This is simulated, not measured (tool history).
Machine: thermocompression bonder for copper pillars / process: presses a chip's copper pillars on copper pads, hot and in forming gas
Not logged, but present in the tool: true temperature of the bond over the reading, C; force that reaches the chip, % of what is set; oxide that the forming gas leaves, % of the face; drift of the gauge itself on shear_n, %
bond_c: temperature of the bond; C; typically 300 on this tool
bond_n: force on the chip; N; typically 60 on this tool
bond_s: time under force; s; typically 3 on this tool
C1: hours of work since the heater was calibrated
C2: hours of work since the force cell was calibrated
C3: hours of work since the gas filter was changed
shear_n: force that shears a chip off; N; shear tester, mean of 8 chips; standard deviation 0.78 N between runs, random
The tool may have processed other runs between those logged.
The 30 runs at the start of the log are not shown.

{"run": 31, "hour": 328.3, "bond_c": 296, "bond_n": 65, "bond_s": 2, "C1": 65, "C2": 477, "C3": 285, "shear_n": 44.3}
{"run": 32, "hour": 337.6, "bond_c": 296, "bond_n": 65, "bond_s": 7, "C1": 71, "C2": 484, "C3": 291, "shear_n": 72.5}
{"run": 33, "hour": 349.9, "bond_c": 300, "bond_n": 41, "bond_s": 4, "C1": 79, "C2": 492, "C3": 299, "shear_n": 39.3}
{"hour": 357.9, "done": "forming gas filter changed"}
{"run": 34, "hour": 357.9, "bond_c": 300, "bond_n": 41, "bond_s": 4, "C1": 84, "C2": 497, "C3": 0, "shear_n": 43.3}
{"run": 35, "hour": 367.5, "bond_c": 274, "bond_n": 55, "bond_s": 4, "C1": 90, "C2": 503, "C3": 6, "shear_n": 40.3}
{"run": 36, "hour": 380.7, "bond_c": 322, "bond_n": 51, "bond_s": 5, "C1": 99, "C2": 512, "C3": 15, "shear_n": 75.7}
{"run": 37, "hour": 391.1, "bond_c": 277, "bond_n": 51, "bond_s": 5, "C1": 106, "C2": 519, "C3": 22, "shear_n": 43.0}
{"run": 38, "hour": 406.0, "bond_c": 321, "bond_n": 68, "bond_s": 2, "C1": 116, "C2": 529, "C3": 32, "shear_n": 68.9}
{"run": 39, "hour": 418.3, "bond_c": 279, "bond_n": 68, "bond_s": 4, "C1": 124, "C2": 537, "C3": 40, "shear_n": 53.4}
{"run": 40, "hour": 431.9, "bond_c": 300, "bond_n": 61, "bond_s": 4, "C1": 133, "C2": 546, "C3": 49, "shear_n": 61.9}

Each row is a separate what-if for the run after 40, all from the same tool condition, not one after another. Results?
{"run": "A", "hour": 439.3, "bond_c": 303, "bond_n": 47, "bond_s": 7, "C1": 138, "C2": 551, "C3": 54, "shear_n": "?"}
{"run": "B", "hour": 439.3, "bond_c": 314, "bond_n": 61, "bond_s": 4, "C1": 138, "C2": 551, "C3": 54, "shear_n": "?"}
{"run": "C", "hour": 439.3, "bond_c": 273, "bond_n": 61, "bond_s": 3, "C1": 138, "C2": 551, "C3": 54, "shear_n": "?"}
{"run": "D", "hour": 439.3, "bond_c": 313, "bond_n": 47, "bond_s": 6, "C1": 138, "C2": 551, "C3": 54, "shear_n": "?"}

run=A shear_n=63.3
run=B shear_n=73.4
run=C shear_n=37.6
run=D shear_n=64.6
Without the tool's hidden state the same runs would have given:
run=A shear_n=68.1
run=B shear_n=78.4
run=C shear_n=41.0
run=D shear_n=69.3
